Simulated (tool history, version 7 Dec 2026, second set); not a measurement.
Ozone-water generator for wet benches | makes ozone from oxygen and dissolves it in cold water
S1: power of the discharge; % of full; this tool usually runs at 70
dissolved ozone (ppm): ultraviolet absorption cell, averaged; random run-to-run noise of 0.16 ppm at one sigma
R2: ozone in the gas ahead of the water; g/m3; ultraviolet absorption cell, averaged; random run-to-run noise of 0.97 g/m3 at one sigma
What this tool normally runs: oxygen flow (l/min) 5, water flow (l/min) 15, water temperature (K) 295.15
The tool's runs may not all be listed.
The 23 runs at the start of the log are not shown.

run 24 hour=552.8 | S1=90 oxygen_flow_(l/min)=6.99 water_flow_(l/min)=10 water_temperature_(K)=302.15 | dissolved_ozone_(ppm)=24.1 R2=180.2
run 25 hour=585.6 | S1=90 oxygen_flow_(l/min)=6.99 water_flow_(l/min)=10 water_temperature_(K)=302.15 | dissolved_ozone_(ppm)=23.7 R2=178.8
-- hour=613.3 contactor cleaned, once more
run 26 hour=623 | S1=90 oxygen_flow_(l/min)=6.99 water_flow_(l/min)=10 water_temperature_(K)=302.15 | dissolved_ozone_(ppm)=25.8 R2=177.8
run 27 hour=641 | S1=83 oxygen_flow_(l/min)=3.77 water_flow_(l/min)=15 water_temperature_(K)=295.15 | dissolved_ozone_(ppm)=21.6 R2=207.7
run 28 hour=656.9 | S1=58 oxygen_flow_(l/min)=2.52 water_flow_(l/min)=20 water_temperature_(K)=292.15 | dissolved_ozone_(ppm)=12.1 R2=178.4
run 29 hour=681.4 | S1=70 oxygen_flow_(l/min)=5 water_flow_(l/min)=15 water_temperature_(K)=291.15 | dissolved_ozone_(ppm)=21.2 R2=163.2
run 30 hour=695.6 | S1=71 oxygen_flow_(l/min)=6.3 water_flow_(l/min)=12 water_temperature_(K)=291.15 | dissolved_ozone_(ppm)=24.4 R2=153.6
run 31 hour=713.2 | S1=70 oxygen_flow_(l/min)=5.08 water_flow_(l/min)=12 water_temperature_(K)=290.15 | dissolved_ozone_(ppm)=25 R2=163.1
run 32 hour=738.1 | S1=40 oxygen_flow_(l/min)=8.77 water_flow_(l/min)=12 water_temperature_(K)=295.15 | dissolved_ozone_(ppm)=14.3 R2=85

Consider 5 possible next runs. They are alternatives, not a sequence: every one starts from the tool as it was left by run 32. What does each give?
run A hour=762.7 | S1=88 oxygen_flow_(l/min)=5 water_flow_(l/min)=14 water_temperature_(K)=293.15 | dissolved_ozone_(ppm)=? R2=?
run B hour=762.7 | S1=89 oxygen_flow_(l/min)=8.77 water_flow_(l/min)=20 water_temperature_(K)=295.15 | dissolved_ozone_(ppm)=? R2=?
run C hour=762.7 | S1=50 oxygen_flow_(l/min)=8.77 water_flow_(l/min)=11 water_temperature_(K)=288.15 | dissolved_ozone_(ppm)=? R2=?
run D hour=762.7 | S1=70 oxygen_flow_(l/min)=8.85 water_flow_(l/min)=15 water_temperature_(K)=295.15 | dissolved_ozone_(ppm)=? R2=?
run E hour=762.7 | S1=40 oxygen_flow_(l/min)=5.62 water_flow_(l/min)=16 water_temperature_(K)=295.15 | dissolved_ozone_(ppm)=? R2=?

run=A dissolved_ozone_(ppm)=25.7 R2=193.5
run=B dissolved_ozone_(ppm)=20.4 R2=162.7
run=C dissolved_ozone_(ppm)=20.8 R2=102.6
run=D dissolved_ozone_(ppm)=20.3 R2=134
run=E dissolved_ozone_(ppm)=12 R2=100.7
Had the tool no hidden state, the same runs would have come out as:
run=A dissolved_ozone_(ppm)=26.5 R2=198.4
run=B dissolved_ozone_(ppm)=21.2 R2=166.8
run=C dissolved_ozone_(ppm)=21.3 R2=104.1
run=D dissolved_ozone_(ppm)=20.9 R2=136.8
run=E dissolved_ozone_(ppm)=12.3 R2=101.9
